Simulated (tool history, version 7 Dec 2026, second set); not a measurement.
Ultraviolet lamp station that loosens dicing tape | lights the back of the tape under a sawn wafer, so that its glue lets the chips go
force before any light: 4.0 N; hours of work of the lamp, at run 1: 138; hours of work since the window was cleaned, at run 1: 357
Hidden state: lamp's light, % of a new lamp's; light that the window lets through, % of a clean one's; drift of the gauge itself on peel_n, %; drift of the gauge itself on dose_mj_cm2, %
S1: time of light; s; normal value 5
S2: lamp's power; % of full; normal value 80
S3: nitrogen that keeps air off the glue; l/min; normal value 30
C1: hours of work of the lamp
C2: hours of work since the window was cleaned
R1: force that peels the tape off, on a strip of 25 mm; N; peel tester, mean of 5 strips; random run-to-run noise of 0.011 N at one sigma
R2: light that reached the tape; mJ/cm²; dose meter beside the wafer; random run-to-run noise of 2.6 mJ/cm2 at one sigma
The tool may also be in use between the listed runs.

run 1 hour=0 | S1=5 S2=80 S3=30 | C1=138 C2=357 | R1=0.51 R2=339
run 2 hour=15.8 | S1=5 S2=80 S3=30 | C1=144 C2=364 | R1=0.513 R2=341
run 3 hour=32.5 | S1=5 S2=80 S3=23 | C1=151 C2=370 | R1=0.543 R2=339
run 4 hour=42.1 | S1=5 S2=80 S3=23 | C1=155 C2=374 | R1=0.533 R2=338
run 5 hour=59.2 | S1=5 S2=80 S3=23 | C1=162 C2=381 | R1=0.544 R2=339
run 6 hour=74.6 | S1=5 S2=80 S3=20 | C1=168 C2=388 | R1=0.567 R2=346
run 7 hour=91.1 | S1=5 S2=80 S3=20 | C1=175 C2=394 | R1=0.582 R2=341
run 8 hour=107.1 | S1=5 S2=79 S3=20 | C1=182 C2=401 | R1=0.588 R2=333
run 9 hour=122.4 | S1=5 S2=79 S3=20 | C1=188 C2=407 | R1=0.58 R2=339
run 10 hour=131.9 | S1=5 S2=80 S3=30 | C1=192 C2=411 | R1=0.515 R2=338
run 11 hour=140.9 | S1=5 S2=80 S3=30 | C1=195 C2=415 | R1=0.503 R2=344
run 12 hour=159 | S1=5 S2=80 S3=30 | C1=203 C2=422 | R1=0.51 R2=340
run 13 hour=177.1 | S1=5 S2=80 S3=30 | C1=210 C2=430 | R1=0.493 R2=341
run 14 hour=192.9 | S1=5 S2=80 S3=30 | C1=217 C2=436 | R1=0.513 R2=337
run 15 hour=210.5 | S1=7 S2=80 S3=30 | C1=224 C2=443 | R1=0.328 R2=474
run 16 hour=221.7 | S1=3 S2=89 S3=36 | C1=228 C2=448 | R1=0.84 R2=230

The next listed run, before its measurement:
run 17 hour=239.4 | S1=6 S2=85 S3=38 | C1=236 C2=455 | R1=? R2=?

Run 17 measured R1 0.364 N, R2 431 mJ/cm².
Minus the tool's unlogged condition, the same run would have read R1 0.363 N, R2 431 mJ/cm².
